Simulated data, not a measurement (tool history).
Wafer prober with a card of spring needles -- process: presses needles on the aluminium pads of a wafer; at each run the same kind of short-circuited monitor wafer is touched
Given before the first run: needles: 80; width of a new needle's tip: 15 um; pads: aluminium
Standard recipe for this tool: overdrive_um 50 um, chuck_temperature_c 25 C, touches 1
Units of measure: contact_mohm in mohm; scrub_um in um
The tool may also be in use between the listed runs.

run,hour,overdrive_um,chuck_temperature_c,touches,contact_mohm,scrub_um
1,0,50,25,1,292,13.26
# hour 16.2: tips cleaned on abrasive film
2,28.3,50,25,1,528,13.21
# hour 33.8: tips cleaned on abrasive film
3,49.6,50,25,1,463,13.18
# hour 51.9: tips cleaned on abrasive film
# hour 70.2: tips cleaned on abrasive film
4,78,50,25,1,403,13.21
# hour 87.3: tips cleaned on abrasive film
# hour 104.1: tips cleaned on abrasive film
5,109.4,50,25,1,368,13.12
# hour 111.8: tips cleaned on abrasive film, once more
# hour 129.9: tips cleaned on abrasive film
6,140.7,50,77,1,430,13.17
# hour 147.5: tips cleaned on abrasive film
# hour 166.1: tips cleaned on abrasive film
7,173.4,50,77,1,404,13.11
# hour 183.9: tips cleaned on abrasive film
# hour 200.4: tips cleaned on abrasive film
8,208,61,25,3,309,16.11
# hour 219: tips cleaned on abrasive film
# hour 236.4: tips cleaned on abrasive film
9,244.8,47,37,2,369,12.29
# hour 252.9: tips cleaned on abrasive film
10,266.1,47,37,2,396,12.23
# hour 269.3: tips cleaned on abrasive film
# hour 286.8: tips cleaned on abrasive film
11,301.2,50,25,1,469,13.02
# hour 304.2: tips cleaned on abrasive film
# hour 321.9: tips cleaned on abrasive film
12,331.7,50,25,1,432,13.05
# hour 339.4: tips cleaned on abrasive film
13,348.2,44,116,2,402,11.39
# hour 357.5: tips cleaned on abrasive film
# hour 375.5: tips cleaned on abrasive film
14,379.4,44,116,2,372,11.37

Difference, measured minus no-hidden-state, one row per run. Run-to-run variation is common to both terms; the gauge's own scatter need not be:
Hidden conditions of the tool in this case: debris on the tips, nm; way that the needles fall short of the set height, um; tips' diameter, um; drift of the gauge itself on contact_mohm, %; drift of the gauge itself on scrub_um, %.
run,contact_mohm,scrub_um
1,+17,-0.26
2,+255,-0.31
3,+191,-0.33
4,+126,-0.36
5,+94,-0.38
6,+139,-0.4
7,+110,-0.42
8,+32,-0.44
9,+89,-0.47
10,+115,-0.47
11,+191,-0.5
12,+155,-0.52
13,+94,-0.53
14,+64,-0.56
